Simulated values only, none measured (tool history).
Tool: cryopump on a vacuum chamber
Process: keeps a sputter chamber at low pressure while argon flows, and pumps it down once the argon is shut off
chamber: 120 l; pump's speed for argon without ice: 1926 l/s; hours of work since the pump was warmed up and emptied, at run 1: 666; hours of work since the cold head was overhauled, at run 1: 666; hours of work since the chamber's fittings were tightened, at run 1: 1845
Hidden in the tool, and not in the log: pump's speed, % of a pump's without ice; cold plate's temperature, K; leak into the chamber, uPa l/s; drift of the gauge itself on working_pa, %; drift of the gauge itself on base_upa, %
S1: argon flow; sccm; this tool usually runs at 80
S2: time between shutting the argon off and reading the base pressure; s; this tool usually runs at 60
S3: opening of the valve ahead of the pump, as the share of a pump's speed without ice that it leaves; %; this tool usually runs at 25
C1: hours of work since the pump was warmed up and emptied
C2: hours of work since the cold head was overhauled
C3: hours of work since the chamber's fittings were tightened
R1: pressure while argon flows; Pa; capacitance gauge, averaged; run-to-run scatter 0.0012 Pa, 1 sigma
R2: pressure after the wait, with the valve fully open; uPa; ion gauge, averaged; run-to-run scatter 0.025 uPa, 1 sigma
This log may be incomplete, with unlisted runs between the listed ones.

{"run": 1, "hour": 0.0, "S1": 80, "S2": 60, "S3": 25, "C1": 666, "C2": 666, "C3": 1845, "R1": 0.2888, "R2": 3.09}
{"run": 2, "hour": 25.4, "S1": 80, "S2": 60, "S3": 25, "C1": 681, "C2": 681, "C3": 1859, "R1": 0.293, "R2": 3.26}
{"run": 3, "hour": 63.5, "S1": 80, "S2": 60, "S3": 25, "C1": 704, "C2": 704, "C3": 1882, "R1": 0.292, "R2": 3.3}
{"hour": 72.5, "done": "leaking fittings of the chamber tightened, without venting"}
{"run": 4, "hour": 92.1, "S1": 80, "S2": 60, "S3": 25, "C1": 720, "C2": 720, "C3": 12, "R1": 0.2901, "R2": 1.05}
{"run": 5, "hour": 112.2, "S1": 80, "S2": 60, "S3": 25, "C1": 731, "C2": 731, "C3": 23, "R1": 0.2928, "R2": 1.04}
{"run": 6, "hour": 144.9, "S1": 80, "S2": 92, "S3": 25, "C1": 751, "C2": 751, "C3": 43, "R1": 0.2933, "R2": 0.77}
{"run": 7, "hour": 176.2, "S1": 106, "S2": 60, "S3": 25, "C1": 769, "C2": 769, "C3": 61, "R1": 0.3853, "R2": 1.1}
{"run": 8, "hour": 202.5, "S1": 106, "S2": 60, "S3": 25, "C1": 785, "C2": 785, "C3": 77, "R1": 0.3858, "R2": 1.14}
{"run": 9, "hour": 222.6, "S1": 106, "S2": 60, "S3": 25, "C1": 797, "C2": 797, "C3": 89, "R1": 0.3872, "R2": 1.12}
{"run": 10, "hour": 265.6, "S1": 80, "S2": 60, "S3": 16, "C1": 822, "C2": 822, "C3": 114, "R1": 0.4485, "R2": 1.17}
{"run": 11, "hour": 298.9, "S1": 80, "S2": 60, "S3": 16, "C1": 841, "C2": 841, "C3": 133, "R1": 0.4534, "R2": 1.17}
{"run": 12, "hour": 345.5, "S1": 80, "S2": 60, "S3": 25, "C1": 869, "C2": 869, "C3": 161, "R1": 0.2919, "R2": 1.21}
{"run": 13, "hour": 373.3, "S1": 80, "S2": 60, "S3": 25, "C1": 885, "C2": 885, "C3": 177, "R1": 0.2939, "R2": 1.19}
{"run": 14, "hour": 406.5, "S1": 80, "S2": 60, "S3": 25, "C1": 905, "C2": 905, "C3": 197, "R1": 0.2962, "R2": 1.25}
{"run": 15, "hour": 442.0, "S1": 45, "S2": 60, "S3": 25, "C1": 926, "C2": 926, "C3": 218, "R1": 0.1665, "R2": 1.28}
{"run": 16, "hour": 478.6, "S1": 45, "S2": 60, "S3": 25, "C1": 947, "C2": 947, "C3": 240, "R1": 0.1666, "R2": 1.35}
{"run": 17, "hour": 524.2, "S1": 85, "S2": 60, "S3": 25, "C1": 974, "C2": 974, "C3": 266, "R1": 0.3118, "R2": 1.36}
{"run": 18, "hour": 566.9, "S1": 38, "S2": 60, "S3": 45, "C1": 1000, "C2": 1000, "C3": 292, "R1": 0.0817, "R2": 1.39}
{"run": 19, "hour": 592.6, "S1": 53, "S2": 219, "S3": 17, "C1": 1015, "C2": 1015, "C3": 307, "R1": 0.2826, "R2": 0.82}
{"run": 20, "hour": 639.7, "S1": 34, "S2": 74, "S3": 58, "C1": 1042, "C2": 1042, "C3": 334, "R1": 0.0586, "R2": 1.33}
{"run": 21, "hour": 663.7, "S1": 34, "S2": 74, "S3": 58, "C1": 1057, "C2": 1057, "C3": 349, "R1": 0.0569, "R2": 1.34}
{"hour": 676.3, "done": "pump warmed up, emptied and cooled again"}
{"run": 22, "hour": 710.5, "S1": 34, "S2": 23, "S3": 18, "C1": 20, "C2": 1081, "C3": 373, "R1": 0.166, "R2": 2.71}
{"run": 23, "hour": 756.2, "S1": 80, "S2": 69, "S3": 30, "C1": 47, "C2": 1108, "C3": 400, "R1": 0.2347, "R2": 1.29}
{"run": 24, "hour": 805.6, "S1": 52, "S2": 76, "S3": 30, "C1": 76, "C2": 1137, "C3": 429, "R1": 0.1541, "R2": 1.27}
{"run": 25, "hour": 852.0, "S1": 52, "S2": 103, "S3": 18, "C1": 104, "C2": 1165, "C3": 457, "R1": 0.2555, "R2": 1.12}
{"run": 26, "hour": 876.9, "S1": 80, "S2": 119, "S3": 45, "C1": 118, "C2": 1179, "C3": 471, "R1": 0.1577, "R2": 1.12}
{"run": 27, "hour": 914.8, "S1": 41, "S2": 215, "S3": 24, "C1": 141, "C2": 1202, "C3": 494, "R1": 0.1512, "R2": 0.91}
{"run": 28, "hour": 940.7, "S1": 51, "S2": 58, "S3": 49, "C1": 156, "C2": 1217, "C3": 509, "R1": 0.0933, "R2": 1.59}
{"run": 29, "hour": 989.5, "S1": 119, "S2": 45, "S3": 26, "C1": 185, "C2": 1246, "C3": 538, "R1": 0.4062, "R2": 1.83}
{"run": 30, "hour": 1027.2, "S1": 119, "S2": 45, "S3": 26, "C1": 207, "C2": 1268, "C3": 560, "R1": 0.4025, "R2": 1.84}
{"run": 31, "hour": 1064.9, "S1": 119, "S2": 23, "S3": 40, "C1": 229, "C2": 1290, "C3": 582, "R1": 0.2654, "R2": 2.94}
{"run": 32, "hour": 1096.2, "S1": 62, "S2": 55, "S3": 20, "C1": 248, "C2": 1309, "C3": 601, "R1": 0.2714, "R2": 1.78}
{"run": 33, "hour": 1116.5, "S1": 42, "S2": 259, "S3": 59, "C1": 260, "C2": 1321, "C3": 613, "R1": 0.0644, "R2": 1.05}

Below are 5 alternative next runs, each starting from the tool's condition after run 33. Predict each:
{"run": "A", "hour": 1141.7, "S1": 80, "S2": 55, "S3": 25, "C1": 274, "C2": 1336, "C3": 628, "R1": "?", "R2": "?"}
{"run": "B", "hour": 1141.7, "S1": 42, "S2": 60, "S3": 17, "C1": 274, "C2": 1336, "C3": 628, "R1": "?", "R2": "?"}
{"run": "C", "hour": 1141.7, "S1": 80, "S2": 60, "S3": 25, "C1": 274, "C2": 1336, "C3": 628, "R1": "?", "R2": "?"}
{"run": "D", "hour": 1141.7, "S1": 70, "S2": 110, "S3": 57, "C1": 274, "C2": 1336, "C3": 628, "R1": "?", "R2": "?"}
{"run": "E", "hour": 1141.7, "S1": 32, "S2": 259, "S3": 59, "C1": 274, "C2": 1336, "C3": 628, "R1": "?", "R2": "?"}

run=A R1=0.2862 R2=1.81
run=B R1=0.2189 R2=1.72
run=C R1=0.2835 R2=1.73
run=D R1=0.1116 R2=1.31
run=E R1=0.0500 R2=1.07
The same runs, with their run-to-run variation unchanged, on a tool lacking any hidden condition would have given:
run=A R1=0.2817 R2=1.06
run=B R1=0.2166 R2=0.98
run=C R1=0.2790 R2=0.98
run=D R1=0.1077 R2=0.59
run=E R1=0.0482 R2=0.35

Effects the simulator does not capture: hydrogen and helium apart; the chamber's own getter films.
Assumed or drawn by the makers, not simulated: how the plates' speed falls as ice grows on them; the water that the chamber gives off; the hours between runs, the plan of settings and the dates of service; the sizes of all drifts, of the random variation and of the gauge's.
